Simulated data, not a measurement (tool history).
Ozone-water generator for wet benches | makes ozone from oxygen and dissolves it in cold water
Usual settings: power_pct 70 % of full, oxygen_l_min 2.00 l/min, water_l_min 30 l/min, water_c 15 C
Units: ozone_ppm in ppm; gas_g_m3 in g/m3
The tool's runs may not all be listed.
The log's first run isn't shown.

run   hour  power_pct  oxygen_l_min  water_l_min  water_c  ozone_ppm  gas_g_m3
  2   36.6         70          2.00           30       15       9.19     202.5
  3   86.1         70          2.00           30       23       8.76     198.5
  4  143.0         70          2.00           30       15       9.26     198.4
  5  169.3         70          2.00           30        9       9.35     202.9
  6  222.7         70          2.00           30       15       9.18     202.3
  7  265.5         70          2.00           30       15       9.09     200.1
  8  323.9         70          2.00           30       15       9.21     200.0
  9  383.4         70          2.00           30        8       9.38     200.3
 10  408.7         70          2.00           30        8       9.54     199.8
     438.0  -- water thermometer calibrated
 11  463.2         70          2.00           30       15       9.17     197.8
 12  519.5         70          2.00           30       15       9.07     199.8
 13  564.4         70          2.00           30       16       9.12     199.7
 14  593.2         70          2.00           30       16       9.09     199.0
 15  645.1         70          1.59           30       15       8.40     226.7
 16  686.3         70          2.00           30       15       9.04     198.0
 17  740.8         68          1.58           30       15       8.25     220.8
 18  799.5         68          1.58           30       15       8.34     221.5
 19  825.2         47          2.00           30       19       6.30     142.8

Run 20 comes next. What will it give?
 20  862.5         44          2.00           30       15          ?         ?

Run 20 gave ozone_ppm 6.02 ppm, gas_g_m3 133.5 g/m3.
Without the tool's hidden state the same run would have given ozone_ppm 6.31 ppm, gas_g_m3 137.1 g/m3.
